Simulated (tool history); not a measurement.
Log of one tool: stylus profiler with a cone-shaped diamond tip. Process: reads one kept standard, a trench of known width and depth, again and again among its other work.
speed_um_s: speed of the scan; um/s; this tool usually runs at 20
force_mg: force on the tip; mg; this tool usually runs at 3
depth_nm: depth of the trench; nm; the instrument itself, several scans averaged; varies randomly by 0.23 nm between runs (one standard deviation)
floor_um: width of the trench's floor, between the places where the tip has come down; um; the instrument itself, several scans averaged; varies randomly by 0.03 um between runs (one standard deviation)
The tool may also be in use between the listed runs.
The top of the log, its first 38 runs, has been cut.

{"run": 39, "hour": 2590.8, "speed_um_s": 5, "force_mg": 2.47, "depth_nm": 1012.91, "floor_um": 46.01}
{"run": 40, "hour": 2650.3, "speed_um_s": 36, "force_mg": 3, "depth_nm": 1015.02, "floor_um": 45.91}
{"run": 41, "hour": 2696.4, "speed_um_s": 10, "force_mg": 3, "depth_nm": 1014.68, "floor_um": 45.94}
{"run": 42, "hour": 2775.6, "speed_um_s": 10, "force_mg": 3, "depth_nm": 1014.69, "floor_um": 45.96}
{"run": 43, "hour": 2825.3, "speed_um_s": 10, "force_mg": 3, "depth_nm": 1015.25, "floor_um": 45.92}
{"run": 44, "hour": 2912.3, "speed_um_s": 13, "force_mg": 1.63, "depth_nm": 1010.19, "floor_um": 45.97}
{"run": 45, "hour": 2969.9, "speed_um_s": 13, "force_mg": 3.21, "depth_nm": 1015.56, "floor_um": 45.95}
{"hour": 3012.9, "done": "height scale calibrated on a step standard"}
{"run": 46, "hour": 3018.2, "speed_um_s": 13, "force_mg": 3.21, "depth_nm": 1015.64, "floor_um": 45.94}

Each row is a separate what-if for the run after 46, all from the same tool condition, not one after another. Results?
{"run": "A", "hour": 3065.7, "speed_um_s": 54, "force_mg": 1.55, "depth_nm": "?", "floor_um": "?"}
{"run": "B", "hour": 3065.7, "speed_um_s": 13, "force_mg": 7.86, "depth_nm": "?", "floor_um": "?"}
{"run": "C", "hour": 3065.7, "speed_um_s": 13, "force_mg": 1.02, "depth_nm": "?", "floor_um": "?"}
{"run": "D", "hour": 3065.7, "speed_um_s": 37, "force_mg": 2.46, "depth_nm": "?", "floor_um": "?"}

run=A depth_nm=1009.32 floor_um=45.78
run=B depth_nm=1028.31 floor_um=45.92
run=C depth_nm=1007.34 floor_um=45.99
run=D depth_nm=1012.95 floor_um=45.92
With no hidden state in the tool, these same runs would have given:
run=A depth_nm=1009.32 floor_um=45.8
run=B depth_nm=1028.31 floor_um=45.94
run=C depth_nm=1007.34 floor_um=46.01
run=D depth_nm=1012.95 floor_um=45.94
